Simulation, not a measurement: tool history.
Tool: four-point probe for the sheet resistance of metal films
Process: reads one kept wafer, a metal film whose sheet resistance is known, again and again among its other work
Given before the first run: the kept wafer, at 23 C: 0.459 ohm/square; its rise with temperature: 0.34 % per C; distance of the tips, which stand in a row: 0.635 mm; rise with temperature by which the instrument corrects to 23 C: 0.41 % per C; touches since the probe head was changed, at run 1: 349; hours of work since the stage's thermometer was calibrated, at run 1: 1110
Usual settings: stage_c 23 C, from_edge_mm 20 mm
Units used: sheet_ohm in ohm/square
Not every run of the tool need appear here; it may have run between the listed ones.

| run | hour | stage_c | from_edge_mm | touches since the probe head was changed | hours of work since the stage's thermometer was calibrated | sheet_ohm |
|---|---|---|---|---|---|---|
| 1 | 0 | 23 | 20 | 349 | 1110 | 0.45924 |
| 2 | 47.2 | 31 | 20 | 1093 | 1145 | 0.456616 |
| 3 | 117.1 | 31 | 20 | 2193 | 1198 | 0.456967 |
| 4 | 219.1 | 31 | 20 | 3800 | 1275 | 0.456801 |
| 5 | 290.7 | 31 | 6 | 4928 | 1329 | 0.45938 |
| 6 | 339.3 | 31 | 6 | 5692 | 1365 | 0.459407 |
| 7 | 388.2 | 25 | 20 | 6462 | 1402 | 0.458872 |
| 8 | 488.7 | 30 | 20 | 8045 | 1478 | 0.457243 |
| 9 | 569.6 | 30 | 20 | 9319 | 1539 | 0.457194 |
| 10 | 650.5 | 30 | 20 | 10593 | 1600 | 0.45729 |
| 11 | 716 | 29 | 20 | 11624 | 1649 | 0.457739 |
| 12 | 796.2 | 35 | 5 | 12887 | 1710 | 0.459533 |
| 13 | 844.9 | 35 | 5 | 13653 | 1747 | 0.459668 |
| 14 | 928.8 | 35 | 5 | 14976 | 1810 | 0.459594 |
| 15 | 1009.9 | 32 | 26 | 16252 | 1871 | 0.456927 |
| 16 | 1107.3 | 32 | 26 | 17786 | 1944 | 0.456838 |
| 17 | 1162.2 | 31 | 51 | 18650 | 1986 | 0.45716 |
| 18 | 1221.2 | 23 | 6 | 19580 | 2030 | 0.462399 |

Branching from run 18: 4 alternative next runs. What would each branch give?
| A | 1294.1 | 25 | 15 | 20729 | 2085 | ? |
| B | 1294.1 | 23 | 24 | 20729 | 2085 | ? |
| C | 1294.1 | 33 | 7 | 20729 | 2085 | ? |
| D | 1294.1 | 34 | 9 | 20729 | 2085 | ? |

| run | sheet_ohm |
|---|---|
| A | 0.459338 |
| B | 0.459799 |
| C | 0.458464 |
| D | 0.457365 |
Stripped of hidden state, with their random variation kept, the same runs would have yielded:
| run | sheet_ohm |
|---|---|
| A | 0.458666 |
| B | 0.459131 |
| C | 0.457779 |
| D | 0.456679 |
